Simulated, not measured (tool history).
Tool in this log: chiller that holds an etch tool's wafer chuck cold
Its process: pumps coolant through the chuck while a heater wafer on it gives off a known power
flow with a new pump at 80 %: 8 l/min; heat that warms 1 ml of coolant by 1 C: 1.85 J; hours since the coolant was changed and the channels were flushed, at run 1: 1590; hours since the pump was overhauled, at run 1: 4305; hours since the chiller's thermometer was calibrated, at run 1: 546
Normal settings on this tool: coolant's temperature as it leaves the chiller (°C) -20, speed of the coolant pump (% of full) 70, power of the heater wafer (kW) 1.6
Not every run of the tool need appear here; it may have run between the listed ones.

run,hour,coolant's temperature as it leaves the chiller (°C),speed of the coolant pump (% of full),power of the heater wafer (kW),hours since the coolant was changed and the channels were flushed,hours since the pump was overhauled,hours since the chiller's thermometer was calibrated,chuck's temperature once it has settled (°C),how much warmer the coolant comes back (C)
1,0,-20,70,1.6,1590,4305,546,-4.2,7.37
2,83.2,-20,70,1.6,1673,4389,629,-4.2,7.42
3,182.9,-20,70,2.019,1773,4488,729,-0.2,9.35
4,297.2,-20,70,1.958,1887,4603,843,-0.7,9.15
5,418.2,-20,70,1.958,2008,4724,964,-0.9,9.12
6,522.9,-20,70,1.6,2113,4828,1069,-4.2,7.48
7,633.5,-20,70,1.6,2223,4939,1179,-4.2,7.5
8,726.9,-20,70,1.6,2316,5032,1273,-4.2,7.45
# hour 764.3: coolant pump overhauled
9,783.7,-20,80,1.6,2368,19,1324,-6,6.66
10,862,-20,80,1.6,2447,98,1403,-6.1,6.63
11,920.4,-20,80,1.6,2505,156,1461,-6,6.65
12,1040.7,-20,80,1.6,2625,276,1581,-6,6.67
13,1127.6,-20,73,1.6,2712,363,1668,-4.8,7.3
14,1189.5,-20,73,1.6,2774,425,1730,-4.9,7.24
15,1254.1,-20,73,1.6,2839,490,1795,-4.8,7.28
16,1375.9,-20,73,1.6,2961,612,1917,-4.7,7.41
17,1466,-29,79,1.6,3051,702,2007,-14.7,6.86
18,1538.2,-29,79,1.6,3123,774,2079,-14.9,6.8
19,1604.1,-25,63,1.944,3189,840,2145,-4.3,10.2
20,1703.1,-25,63,1.944,3288,939,2244,-4,10.18
21,1779.2,-25,63,1.944,3364,1015,2320,-4.2,10.21
22,1838.4,-27,78,1.6,3423,1074,2379,-12.8,6.87
23,1903.4,-27,78,1.6,3488,1139,2444,-12.7,6.98
24,1992.4,-20,67,2.083,3577,1228,2533,1.1,10.32
25,2047.8,-18,67,1.023,3632,1284,2588,-7.6,5.21
26,2142.1,-18,67,1.023,3727,1378,2683,-7.5,5.25
27,2222.5,-19,77,1.6,3807,1458,2763,-4.6,7.04
# hour 2288.8: coolant changed, channels flushed
28,2321.8,-29,70,1.068,33,1552,2856,-18.4,5.22
# hour 2365.8: chiller's thermometer calibrated
29,2427.4,-17,70,2.252,138,1656,62,5,10.71
30,2527.1,-28,70,1.516,237,1756,161,-13.2,7.39
31,2641.6,-17,93,1.516,352,1870,276,-5.4,5.63

What differs in the tool's unlogged condition from the final listed run ahead of each entry between runs to the first listed run following it?
Run 8 -> run 9: coolant pump overhauled (hour 764.3)
  flow at a given pump speed, % of a new pump's: 99.9 -> 100; drift of the gauge itself on warmer_back_c, C: 0.11 -> 0.12
  what was measured, less what the result would be without the hidden state, how much warmer the coolant comes back (C): +0.11 -> +0.12
Run 27 -> run 28: coolant changed, channels flushed (hour 2288.8)
  heat passed by the chuck's channels, % of clean ones': 99.8 -> 100; drift of the gauge itself on warmer_back_c, C: 0.33 -> 0.34
  what was measured, less what the result would be without the hidden state, how much warmer the coolant comes back (C): +0.33 -> +0.34
Run 28 -> run 29: chiller's thermometer calibrated (hour 2365.8)
  drift of the gauge itself on warmer_back_c, C: 0.34 -> 0.36
  what was measured, less what the result would be without the hidden state, how much warmer the coolant comes back (C): +0.34 -> +0.36
